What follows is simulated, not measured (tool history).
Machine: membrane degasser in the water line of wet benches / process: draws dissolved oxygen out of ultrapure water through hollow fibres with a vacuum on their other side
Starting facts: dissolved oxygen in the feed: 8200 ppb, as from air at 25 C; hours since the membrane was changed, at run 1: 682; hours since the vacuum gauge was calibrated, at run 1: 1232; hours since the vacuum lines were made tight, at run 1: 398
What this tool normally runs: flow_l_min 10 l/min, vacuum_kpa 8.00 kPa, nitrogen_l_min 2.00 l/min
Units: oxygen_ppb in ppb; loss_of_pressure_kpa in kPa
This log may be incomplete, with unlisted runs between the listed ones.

| run | day | flow_l_min | vacuum_kpa | nitrogen_l_min | hours since the membrane was changed | hours since the vacuum gauge was calibrated | hours since the vacuum lines were made tight | oxygen_ppb | loss_of_pressure_kpa |
|---|---|---|---|---|---|---|---|---|---|
| 1 | 0.000 | 10 | 8.00 | 2.00 | 682 | 1232 | 398 | 62.3 | 50.25 |
| 2 | 0.871 | 10 | 8.00 | 2.00 | 703 | 1253 | 418 | 61.1 | 50.68 |
| 3 | 2.521 | 10 | 5.15 | 2.00 | 742 | 1293 | 458 | 26.5 | 50.62 |
| 4 | 3.812 | 10 | 8.00 | 5.82 | 774 | 1324 | 489 | 23.1 | 50.39 |
| 5 | 4.683 | 10 | 8.00 | 5.82 | 794 | 1345 | 510 | 22.7 | 50.71 |
| 6 | 6.450 | 10 | 8.00 | 5.82 | 837 | 1387 | 552 | 22.5 | 50.45 |
| 7 | 7.371 | 10 | 8.00 | 1.22 | 859 | 1409 | 574 | 98.1 | 50.79 |
| 8 | 8.450 | 10 | 8.00 | 1.22 | 885 | 1435 | 600 | 97.9 | 50.30 |
| 9 | 10.275 | 10 | 8.00 | 1.22 | 929 | 1479 | 644 | 97.0 | 50.55 |
| 10 | 12.046 | 10 | 8.00 | 1.22 | 971 | 1521 | 687 | 97.5 | 50.43 |
| 11 | 13.908 | 10 | 6.04 | 1.22 | 1016 | 1566 | 731 | 58.9 | 50.38 |
| 12 | 15.633 | 10 | 6.04 | 1.22 | 1057 | 1608 | 773 | 60.2 | 50.48 |
| 13 | 17.254 | 10 | 6.04 | 1.22 | 1096 | 1646 | 812 | 59.2 | 50.70 |
| 14 | 18.767 | 10 | 5.80 | 2.00 | 1132 | 1683 | 848 | 35.3 | 50.78 |
| 15 | 19.779 | 11 | 10.88 | 1.55 | 1157 | 1707 | 872 | 135.4 | 55.95 |
|  | 19.933 | vacuum gauge calibrated |
| 16 | 21.196 | 15 | 4.94 | 1.55 | 1190 | 30 | 906 | 53.0 | 75.90 |
| 17 | 22.912 | 14 | 8.00 | 2.00 | 1231 | 71 | 947 | 92.4 | 70.83 |
| 18 | 24.046 | 7 | 8.00 | 2.00 | 1259 | 99 | 974 | 43.7 | 35.23 |
|  | 25.612 | vacuum gauge calibrated, once more |
| 19 | 25.692 | 8 | 11.87 | 2.89 | 1298 | 2 | 1013 | 62.0 | 40.88 |
| 20 | 27.512 | 9 | 5.61 | 2.89 | 1341 | 46 | 1057 | 20.6 | 45.49 |
| 21 | 29.275 | 9 | 5.61 | 2.89 | 1384 | 88 | 1099 | 20.6 | 45.68 |
| 22 | 30.133 | 9 | 5.61 | 2.89 | 1404 | 108 | 1120 | 20.0 | 45.70 |
| 23 | 31.542 | 9 | 5.61 | 2.89 | 1438 | 142 | 1154 | 20.6 | 45.69 |
| 24 | 32.354 | 13 | 8.00 | 2.00 | 1458 | 162 | 1173 | 82.7 | 65.81 |
| 25 | 33.275 | 14 | 9.10 | 1.68 | 1480 | 184 | 1195 | 125.5 | 70.94 |
| 26 | 34.571 | 14 | 5.18 | 1.68 | 1511 | 215 | 1226 | 50.4 | 71.43 |
| 27 | 35.533 | 14 | 5.18 | 1.68 | 1534 | 238 | 1249 | 49.5 | 71.12 |

Consider 3 possible next runs. They are alternatives, not a sequence: every one starts from the tool as it was left by run 27. What does each give?
| A | 36.600 | 13 | 8.00 | 2.00 | 1559 | 264 | 1275 | ? | ? |
| B | 36.600 | 14 | 5.18 | 2.93 | 1559 | 264 | 1275 | ? | ? |
| C | 36.600 | 10 | 9.86 | 1.68 | 1559 | 264 | 1275 | ? | ? |

| run | oxygen_ppb | loss_of_pressure_kpa |
|---|---|---|
| A | 82.1 | 65.88 |
| B | 32.2 | 70.95 |
| C | 98.6 | 50.45 |
What these runs would have given with no unlogged condition in the tool:
| run | oxygen_ppb | loss_of_pressure_kpa |
|---|---|---|
| A | 80.0 | 65.33 |
| B | 30.7 | 70.36 |
| C | 96.1 | 50.03 |
